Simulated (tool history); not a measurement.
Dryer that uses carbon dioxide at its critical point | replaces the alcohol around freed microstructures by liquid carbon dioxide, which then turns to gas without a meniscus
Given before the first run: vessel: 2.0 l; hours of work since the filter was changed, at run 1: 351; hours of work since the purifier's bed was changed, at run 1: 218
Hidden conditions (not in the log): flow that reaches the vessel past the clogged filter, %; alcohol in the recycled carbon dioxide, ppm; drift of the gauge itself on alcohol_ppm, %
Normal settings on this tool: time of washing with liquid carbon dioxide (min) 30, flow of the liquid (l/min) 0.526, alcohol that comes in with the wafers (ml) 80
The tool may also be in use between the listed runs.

run     day  time of washing with liquid carbon dioxide (min)  flow of the liquid (l/min)  alcohol that comes in with the wafers (ml)  hours of work since the filter was changed  hours of work since the purifier's bed was changed  alcohol left in the vessel before it's heated (ppm by volume)
  1       0                                                30                       0.526                                          80                                         351                                                 218                                                             62
  2   0.433                                                30                       0.526                                          80                                         357                                                 223                                                             60
  3   0.812                                                30                       0.526                                          80                                         362                                                 228                                                             57
  4   1.204                                                30                       0.526                                          80                                         367                                                 233                                                             60
  5   1.454                                                30                       0.526                                          89                                         370                                                 236                                                             64
  6   1.842                                                30                       0.526                                          89                                         375                                                 241                                                             63
  7   2.325                                                30                       0.526                                          89                                         381                                                 247                                                             65
  8   2.625                                                30                       0.526                                          89                                         384                                                 251                                                             61
  9   2.871                                                30                       0.526                                          89                                         388                                                 254                                                             72
 10   3.229                                                30                       0.526                                          56                                         392                                                 258                                                             58
 11    3.45                                                30                       0.526                                          80                                         395                                                 261                                                             70
 12   3.812                                                30                       0.526                                          80                                         399                                                 266                                                             60
 13   4.042                                                30                       0.526                                          80                                         402                                                 268                                                             68
 14   4.375                                                30                       0.526                                          80                                         406                                                 273                                                             68
 15   4.762                                                30                       0.526                                          80                                         411                                                 278                                                             74
 16   5.083                                                30                       0.526                                          80                                         415                                                 282                                                             70
 17   5.371                                                26                       0.526                                          80                                         419                                                 285                                                            119
 18   5.904                                                30                       0.526                                          80                                         426                                                 292                                                             61
 19    6.25                                                30                       0.546                                          30                                         430                                                 296                                                             44
 20     6.6                                                30                       0.546                                          30                                         434                                                 301                                                             54
 21   7.096                                                30                       0.546                                          65                                         441                                                 307                                                             63
 22   7.554                                                34                       0.526                                          80                                         446                                                 313                                                             46
 23   7.883                                                29                       0.334                                          67                                         450                                                 317                                                            472
 24   8.233                                                33                       0.674                                          56                                         455                                                 321                                                             40
 25   8.538                                                24                       0.792                                          23                                         459                                                 325                                                             38
 26   9.017                                                32                       0.737                                         114                                         465                                                 331                                                             41
 27   9.254                                                32                       0.737                                         114                                         468                                                 334                                                             38
 28   9.483                                                47                       0.459                                          80                                         471                                                 337                                                             38
 29    9.95                                                46                       0.678                                          80                                         476                                                 343                                                             40
 30  10.396                                                38                       0.339                                          68                                         482                                                 348                                                            144
 31  10.617                                                38                       0.339                                          68                                         485                                                 351                                                            151
 32  10.933                                                39                       0.526                                          44                                         489                                                 355                                                             40
 33  11.338                                                39                       0.526                                          44                                         494                                                 360                                                             43
 34  11.846                                                48                       0.373                                         105                                         500                                                 366                                                             59
 35  12.112                                                48                       0.577                                         105                                         504                                                 370                                                             34

Run by run, hidden condition taken away, random variation retained:
run  alcohol left in the vessel before it's heated (ppm by volume)
  1                                                             31
  2                                                             29
  3                                                             24
  4                                                             28
  5                                                             29
  6                                                             27
  7                                                             29
  8                                                             25
  9                                                             35
 10                                                             25
 11                                                             33
 12                                                             23
 13                                                             30
 14                                                             30
 15                                                             34
 16                                                             31
 17                                                             64
 18                                                             20
 19                                                              9
 20                                                             19
 21                                                             25
 22                                                              9
 23                                                            345
 24                                                              7
 25                                                              4
 26                                                              7
 27                                                              2
 28                                                              2
 29                                                              5
 30                                                             75
 31                                                             82
 32                                                              3
 33                                                              5
 34                                                             14
 35                                                              0
